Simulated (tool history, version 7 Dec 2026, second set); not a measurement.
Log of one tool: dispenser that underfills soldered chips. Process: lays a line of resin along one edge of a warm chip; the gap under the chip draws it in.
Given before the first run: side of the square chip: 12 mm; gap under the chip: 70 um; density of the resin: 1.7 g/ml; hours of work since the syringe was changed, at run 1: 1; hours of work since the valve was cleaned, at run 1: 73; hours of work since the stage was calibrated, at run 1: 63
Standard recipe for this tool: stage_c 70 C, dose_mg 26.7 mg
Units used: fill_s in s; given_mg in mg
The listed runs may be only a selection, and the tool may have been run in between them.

run	hour	stage_c	dose_mg	hours of work since the syringe was changed	hours of work since the valve was cleaned	hours of work since the stage was calibrated	fill_s	given_mg
1	0	70	26.7	1	73	63	74.7	25.27
2	4.8	72	26.7	5	76	66	91.5	25.33
# hour 8: new syringe of resin
3	11	72	26.7	2	81	71	76.4	24.97
4	16.7	72	26.7	6	85	75	101.4	24.98
# hour 17.7: new syringe of resin
5	21.1	70	26.7	2	88	78	80.4	25.22
6	26.7	70	26.7	7	92	82	108.2	25.02
# hour 27.5: new syringe of resin
# hour 31.1: dispensing valve cleaned and set on the balance
7	31.3	70	26.7	2	0	84	79.5	26.59
8	34	70	26.7	4	2	86	89.5	26.61
# hour 38: new syringe of resin
9	40.6	70	26.7	2	7	91	77.6	26.52
10	46.8	70	26.7	6	11	95	106	26.62
# hour 47.7: new syringe of resin
11	49.9	70	26.7	2	13	97	76.6	26.46
12	54.8	70	23	5	17	101	101.6	22.87
# hour 57.6: new syringe of resin
13	61.2	70	23	3	21	105	85.2	22.58
# hour 67.5: new syringe of resin
14	68.1	70	23	0	26	110	70.9	22.67
15	74.5	70	26.7	5	31	115	97.9	26.07
# hour 77.3: new syringe of resin
16	78.8	70	26.7	1	34	118	73	26.08
17	84.7	70	26.7	5	38	122	100.2	26.06
# hour 87: new syringe of resin
18	89.2	69	30.9	2	41	125	78	30.13
19	93.7	69	30.9	5	44	129	99.6	30.18
# hour 96.9: new syringe of resin
20	98.1	70	24.7	1	47	132	73.1	23.88
21	101.7	56	25.6	3	50	134	144.9	24.91
22	105.4	56	25.6	6	53	137	177.5	24.81
# hour 106.6: new syringe of resin
23	110	56	25.6	3	56	140	136.5	24.71
24	115.1	57	25	6	60	144	168.5	24.12
# hour 116.2: new syringe of resin
25	121.3	57	25	4	64	148	142.7	24.01
26	124.4	57	25	6	66	150	163.8	23.93
# hour 125.7: new syringe of resin
27	128.3	57	25	2	69	153	125.7	23.89
28	131.1	58	31.8	4	71	155	134.6	30.57
# hour 135.4: new syringe of resin
29	137.6	74	32.8	2	75	160	65.8	31.17
30	140.5	74	32.8	4	77	162	76	31.15
# hour 145: new syringe of resin
31	146.6	69	26.9	1	82	166	77.8	25.6
32	153.1	56	29.7	6	86	171	169.7	28.06
# hour 154.6: new syringe of resin
33	159.7	59	30.5	4	91	175	130.1	28.79

Predict each of these 3 candidate next runs independently; none follows another, all start after run 33:
# hour 164.7: dispensing valve cleaned and set on the balance
# hour 165.4: new syringe of resin
A	165.5	59	27.8	0	0	178	?	?
# hour 164.7: dispensing valve cleaned and set on the balance
# hour 165.4: new syringe of resin
B	165.5	57	26.7	0	0	178	?	?
# hour 164.7: dispensing valve cleaned and set on the balance
# hour 165.4: new syringe of resin
C	165.5	60	31	0	0	178	?	?

run	fill_s	given_mg
A	96	27.86
B	105.3	26.74
C	94	31.05
With the hidden condition removed and each run's random variation left untouched, the same runs would have given:
run	fill_s	given_mg
A	100.6	27.86
B	110.4	26.73
C	98.5	31.04

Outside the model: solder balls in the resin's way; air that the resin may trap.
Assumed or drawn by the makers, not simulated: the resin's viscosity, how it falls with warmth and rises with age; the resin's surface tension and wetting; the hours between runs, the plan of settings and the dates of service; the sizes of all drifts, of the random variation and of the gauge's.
